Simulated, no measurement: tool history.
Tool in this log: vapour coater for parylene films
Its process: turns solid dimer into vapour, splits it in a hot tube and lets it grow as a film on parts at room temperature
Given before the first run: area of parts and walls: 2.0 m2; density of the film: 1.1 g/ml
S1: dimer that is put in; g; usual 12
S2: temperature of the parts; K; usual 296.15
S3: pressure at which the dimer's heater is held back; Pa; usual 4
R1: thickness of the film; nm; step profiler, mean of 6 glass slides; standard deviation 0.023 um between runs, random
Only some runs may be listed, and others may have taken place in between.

run 1 hour=0 | S1=12 S2=296.15 S3=4 | R1=4370
run 2 hour=20.2 | S1=12 S2=296.15 S3=4 | R1=4410
run 3 hour=41.3 | S1=12 S2=296.15 S3=4 | R1=4360
run 4 hour=67.8 | S1=12 S2=296.15 S3=4 | R1=4300
-- hour=87.8 trap's valve overhauled
run 5 hour=89.4 | S1=12 S2=296.15 S3=4 | R1=4680
run 6 hour=116.9 | S1=12 S2=307.15 S3=4 | R1=3020
run 7 hour=133.5 | S1=12 S2=296.15 S3=4 | R1=4700
-- hour=150 table's thermometer calibrated
run 8 hour=162.7 | S1=12 S2=296.15 S3=2.65 | R1=4690
run 9 hour=176.6 | S1=12 S2=296.15 S3=2.65 | R1=4660
run 10 hour=191.5 | S1=12 S2=296.15 S3=2.65 | R1=4710
run 11 hour=207.9 | S1=12 S2=296.15 S3=2.65 | R1=4660
run 12 hour=236.4 | S1=12 S2=296.15 S3=2.65 | R1=4650
run 13 hour=266.1 | S1=12 S2=296.15 S3=2.65 | R1=4620
run 14 hour=282.8 | S1=17 S2=307.15 S3=6.52 | R1=3760
run 15 hour=299.9 | S1=8 S2=294.15 S3=10.11 | R1=2760
run 16 hour=329.7 | S1=13 S2=289.15 S3=4 | R1=5600
run 17 hour=343.9 | S1=12 S2=297.15 S3=11.13 | R1=3640
run 18 hour=367.3 | S1=12 S2=297.15 S3=11.13 | R1=3610
run 19 hour=391.4 | S1=12 S2=297.15 S3=11.13 | R1=3630
run 20 hour=416 | S1=12 S2=302.15 S3=9.09 | R1=3070
run 21 hour=442.8 | S1=12 S2=302.15 S3=9.09 | R1=3030
run 22 hour=469.5 | S1=12 S2=300.15 S3=11.17 | R1=3170
run 23 hour=495.8 | S1=7 S2=291.15 S3=5.49 | R1=2940
run 24 hour=508.6 | S1=12 S2=304.15 S3=4 | R1=3130
run 25 hour=536.4 | S1=22 S2=304.15 S3=3.7 | R1=5790
run 26 hour=565.4 | S1=22 S2=304.15 S3=3.7 | R1=5760

Forecast each of these 4 alternatives for the next run:
run A hour=590.5 | S1=12 S2=293.15 S3=4 | R1=?
run B hour=590.5 | S1=16 S2=305.15 S3=7.09 | R1=?
run C hour=590.5 | S1=5 S2=296.15 S3=2.23 | R1=?
run D hour=590.5 | S1=18 S2=291.15 S3=2.34 | R1=?

run=A R1=4830
run=B R1=3670
run=C R1=1930
run=D R1=7500
Without the tool's unlogged condition, the same runs would have read:
run=A R1=5060
run=B R1=3850
run=C R1=2020
run=D R1=8010
